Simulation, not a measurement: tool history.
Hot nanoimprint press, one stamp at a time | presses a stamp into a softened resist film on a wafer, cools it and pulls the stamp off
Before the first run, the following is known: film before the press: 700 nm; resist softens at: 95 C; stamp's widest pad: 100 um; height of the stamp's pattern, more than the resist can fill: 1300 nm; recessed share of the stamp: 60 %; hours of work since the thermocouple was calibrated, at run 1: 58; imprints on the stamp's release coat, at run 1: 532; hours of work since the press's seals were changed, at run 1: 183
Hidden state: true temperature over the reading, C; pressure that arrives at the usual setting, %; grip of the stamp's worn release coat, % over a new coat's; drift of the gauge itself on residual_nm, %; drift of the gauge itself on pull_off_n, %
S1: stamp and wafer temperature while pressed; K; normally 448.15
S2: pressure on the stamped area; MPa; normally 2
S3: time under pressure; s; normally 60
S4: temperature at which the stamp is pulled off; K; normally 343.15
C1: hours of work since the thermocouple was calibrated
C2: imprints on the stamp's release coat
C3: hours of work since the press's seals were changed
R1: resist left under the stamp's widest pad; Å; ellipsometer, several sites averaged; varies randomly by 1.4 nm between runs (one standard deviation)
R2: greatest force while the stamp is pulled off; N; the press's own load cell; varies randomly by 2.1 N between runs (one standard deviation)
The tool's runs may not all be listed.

run   hour      S1    S2  S3      S4   C1    C2   C3    R1   R2
  1      0  448.15     2  60  343.15   58   532  183  2597  107
  2   15.7  455.15     2  60  343.15   65   586  191  2231  113
  3   30.9  455.15  1.94  60  343.15   72   639  198  2253  108
  4   41.2  455.15  1.94  60  343.15   77   676  203  2246  109
  5   57.8  448.15     2  60  343.15   85   734  210  2619  115
  6   69.2  448.15     2  60  343.15   90   773  216  2625  113
  7   79.6  448.15     2  60  343.15   95   810  221  2625  115
  8   89.3  448.15     2  60  343.15   99   843  225  2590  121
  9  103.9  448.15  2.51  60  343.15  106   895  232  2296  122
 10  112.7  448.15   3.1  60  343.15  110   925  236  2036  117
 11  124.1  448.15   3.1  60  343.15  116   965  241  2033  125
 12  137.1  448.15   3.1  60  343.15  122  1010  248  2048  127
     141.8  -- plate thermocouple calibrated
 13  157.5  438.15  2.23  31  350.15    7  1071  256  3892  119
 14  171.6  441.15  2.23  31  345.15   14  1120  262  3665  129
 15    190  441.15  2.23  31  345.15   23  1185  271  3684  129
 16  199.8  441.15  2.23  31  345.15   27  1219  275  3706  125
 17  213.6  441.15  2.23  31  345.15   34  1267  282  3709  136
     219.7  -- plate thermocouple calibrated, once more
 18  229.3  452.15     2  92  343.15    5  1311  288  2060  137
 19  240.6  451.15  1.49  55  351.15   10  1351  293  2985  124
 20  257.6  451.15  1.37  31  351.15   18  1410  301  3721  126
 21  268.3  451.15  1.37  31  351.15   23  1448  306  3717  125
 22  277.4  451.15  1.22  31  341.15   27  1479  310  3965  146
     288.8  -- stamp cleaned and given a new release coat
 23  300.6  450.15  1.92  53  336.15   35    41  318  2662   95
 24  314.8  450.15  1.92  53  336.15   42    91  325  2660   97

3 options for the next run, each taken on its own from the tool as it stands now. Forecast them:
  A  328.2  450.15  1.92   46  336.15  48  138  331   ?   ?
  B  328.2  442.15  2.75   60  331.15  48  138  331   ?   ?
  C  328.2  448.15     2  113  343.15  48  138  331   ?   ?

run    R1   R2
  A  2802  100
  B  2532  103
  C  2089   95
Take away the tool's hidden state, keep each run's random variation, and the runs would have read:
run    R1  R2
  A  2781  95
  B  2508  99
  C  2072  91
